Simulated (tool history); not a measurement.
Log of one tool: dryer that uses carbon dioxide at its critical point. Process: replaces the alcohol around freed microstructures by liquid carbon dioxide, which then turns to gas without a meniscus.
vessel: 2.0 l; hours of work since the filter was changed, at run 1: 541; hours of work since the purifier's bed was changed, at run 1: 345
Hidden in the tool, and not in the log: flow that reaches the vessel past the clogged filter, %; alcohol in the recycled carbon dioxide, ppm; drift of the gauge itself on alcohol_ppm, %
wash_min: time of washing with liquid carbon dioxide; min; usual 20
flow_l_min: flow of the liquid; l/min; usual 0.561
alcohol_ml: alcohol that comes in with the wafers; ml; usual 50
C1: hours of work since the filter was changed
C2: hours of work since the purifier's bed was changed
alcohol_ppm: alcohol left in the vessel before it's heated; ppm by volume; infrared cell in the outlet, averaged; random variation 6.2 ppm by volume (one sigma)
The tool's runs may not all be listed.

run 1 day=0 | wash_min=20 flow_l_min=0.561 alcohol_ml=50 | C1=541 C2=345 | alcohol_ppm=673
run 2 day=0.575 | wash_min=22 flow_l_min=0.561 alcohol_ml=50 | C1=552 C2=356 | alcohol_ppm=484
run 3 day=0.967 | wash_min=20 flow_l_min=0.561 alcohol_ml=111 | C1=560 C2=364 | alcohol_ppm=1358
run 4 day=1.329 | wash_min=20 flow_l_min=0.561 alcohol_ml=111 | C1=566 C2=371 | alcohol_ppm=1341
run 5 day=1.625 | wash_min=20 flow_l_min=0.561 alcohol_ml=111 | C1=572 C2=376 | alcohol_ppm=1355
-- day=2.046 inlet filter changed
run 6 day=2.229 | wash_min=20 flow_l_min=0.561 alcohol_ml=111 | C1=3 C2=387 | alcohol_ppm=694
run 7 day=2.817 | wash_min=20 flow_l_min=0.561 alcohol_ml=111 | C1=15 C2=398 | alcohol_ppm=695
run 8 day=3.071 | wash_min=28 flow_l_min=0.373 alcohol_ml=25 | C1=20 C2=403 | alcohol_ppm=342
run 9 day=3.608 | wash_min=20 flow_l_min=0.568 alcohol_ml=50 | C1=30 C2=413 | alcohol_ppm=386
run 10 day=4.2 | wash_min=14 flow_l_min=0.497 alcohol_ml=100 | C1=41 C2=425 | alcohol_ppm=3088

Run 11 comes next. What will it give?
run 11 day=4.496 | wash_min=27 flow_l_min=0.561 alcohol_ml=75 | C1=47 C2=430 | alcohol_ppm=?

{"run 11": {"alcohol_ppm": 225}}
Without the tool's hidden state the same run would have given alcohol_ppm 67 ppm by volume.
